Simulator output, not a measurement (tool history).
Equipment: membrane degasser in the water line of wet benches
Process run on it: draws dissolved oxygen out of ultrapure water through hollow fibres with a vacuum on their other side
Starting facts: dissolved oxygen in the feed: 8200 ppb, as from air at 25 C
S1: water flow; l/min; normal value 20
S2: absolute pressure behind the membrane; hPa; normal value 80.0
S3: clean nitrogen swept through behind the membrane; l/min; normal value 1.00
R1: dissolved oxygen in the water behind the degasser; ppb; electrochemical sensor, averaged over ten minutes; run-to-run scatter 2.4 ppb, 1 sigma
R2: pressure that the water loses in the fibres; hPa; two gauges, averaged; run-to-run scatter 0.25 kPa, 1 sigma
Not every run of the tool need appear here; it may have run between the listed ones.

{"run": 1, "hour": 0.0, "S1": 20, "S2": 80.0, "S3": 1.0, "R1": 331.4, "R2": 670.9}
{"run": 2, "hour": 42.0, "S1": 20, "S2": 80.0, "S3": 1.0, "R1": 333.6, "R2": 665.9}
{"run": 3, "hour": 80.2, "S1": 20, "S2": 80.0, "S3": 1.0, "R1": 332.0, "R2": 670.0}
{"run": 4, "hour": 129.9, "S1": 20, "S2": 80.0, "S3": 1.0, "R1": 333.1, "R2": 673.4}
{"run": 5, "hour": 172.2, "S1": 20, "S2": 80.0, "S3": 1.0, "R1": 330.6, "R2": 668.3}
{"run": 6, "hour": 206.4, "S1": 20, "S2": 80.0, "S3": 1.0, "R1": 332.4, "R2": 667.6}
{"run": 7, "hour": 276.8, "S1": 20, "S2": 80.0, "S3": 1.0, "R1": 327.3, "R2": 665.5}
{"run": 8, "hour": 340.4, "S1": 20, "S2": 80.0, "S3": 1.0, "R1": 334.5, "R2": 669.3}
{"run": 9, "hour": 410.0, "S1": 20, "S2": 80.0, "S3": 1.0, "R1": 330.9, "R2": 670.0}
{"run": 10, "hour": 472.9, "S1": 30, "S2": 80.0, "S3": 1.0, "R1": 588.0, "R2": 1004.9}
{"run": 11, "hour": 529.9, "S1": 20, "S2": 80.0, "S3": 2.89, "R1": 205.2, "R2": 667.5}
{"run": 12, "hour": 561.3, "S1": 20, "S2": 80.0, "S3": 2.15, "R1": 229.4, "R2": 665.0}
{"run": 13, "hour": 624.6, "S1": 20, "S2": 80.0, "S3": 2.15, "R1": 230.4, "R2": 671.9}
{"run": 14, "hour": 661.4, "S1": 20, "S2": 80.0, "S3": 2.15, "R1": 229.2, "R2": 674.6}
{"run": 15, "hour": 709.2, "S1": 21, "S2": 80.0, "S3": 1.0, "R1": 354.7, "R2": 706.9}
{"run": 16, "hour": 761.0, "S1": 20, "S2": 80.0, "S3": 1.0, "R1": 333.1, "R2": 671.5}
{"run": 17, "hour": 807.2, "S1": 28, "S2": 57.8, "S3": 1.37, "R1": 374.4, "R2": 940.3}
{"run": 18, "hour": 849.1, "S1": 20, "S2": 80.0, "S3": 0.81, "R1": 374.0, "R2": 668.1}
{"run": 19, "hour": 898.7, "S1": 20, "S2": 80.0, "S3": 0.81, "R1": 375.5, "R2": 670.6}
{"run": 20, "hour": 928.5, "S1": 20, "S2": 80.0, "S3": 0.81, "R1": 370.8, "R2": 674.2}
{"run": 21, "hour": 986.6, "S1": 13, "S2": 80.0, "S3": 0.42, "R1": 335.9, "R2": 433.5}
{"run": 22, "hour": 1042.2, "S1": 13, "S2": 80.0, "S3": 0.42, "R1": 337.5, "R2": 439.4}
{"run": 23, "hour": 1071.9, "S1": 20, "S2": 109.1, "S3": 0.5, "R1": 695.2, "R2": 670.5}
{"run": 24, "hour": 1141.4, "S1": 26, "S2": 108.4, "S3": 1.86, "R1": 459.5, "R2": 871.7}
{"run": 25, "hour": 1177.1, "S1": 26, "S2": 108.4, "S3": 1.86, "R1": 454.2, "R2": 872.6}
{"run": 26, "hour": 1237.8, "S1": 20, "S2": 67.5, "S3": 1.38, "R1": 241.3, "R2": 675.4}
{"run": 27, "hour": 1301.8, "S1": 26, "S2": 67.5, "S3": 1.38, "R1": 371.0, "R2": 871.9}
{"run": 28, "hour": 1343.0, "S1": 26, "S2": 67.5, "S3": 1.38, "R1": 371.3, "R2": 877.7}
{"run": 29, "hour": 1405.4, "S1": 26, "S2": 67.5, "S3": 1.38, "R1": 372.8, "R2": 870.7}
{"hour": 1468.3, "done": "seals of the vacuum lines changed"}
{"run": 30, "hour": 1476.0, "S1": 26, "S2": 67.5, "S3": 1.38, "R1": 372.2, "R2": 871.5}
{"run": 31, "hour": 1516.8, "S1": 20, "S2": 73.2, "S3": 1.0, "R1": 305.0, "R2": 672.6}
{"run": 32, "hour": 1559.0, "S1": 19, "S2": 129.2, "S3": 0.6, "R1": 703.2, "R2": 643.4}

3 options for the next run, each taken on its own from the tool as it stands now. Forecast them:
{"run": "A", "hour": 1604.3, "S1": 19, "S2": 52.6, "S3": 1.2, "R1": "?", "R2": "?"}
{"run": "B", "hour": 1604.3, "S1": 20, "S2": 107.8, "S3": 0.6, "R1": "?", "R2": "?"}
{"run": "C", "hour": 1604.3, "S1": 13, "S2": 183.5, "S3": 0.6, "R1": "?", "R2": "?"}

run=A R1=187.4 R2=643.9
run=B R1=613.9 R2=670.1
run=C R1=712.7 R2=437.8
What these runs would have given with no unlogged condition in the tool:
run=A R1=182.5 R2=637.7
run=B R1=608.7 R2=663.7
run=C R1=709.7 R2=433.6
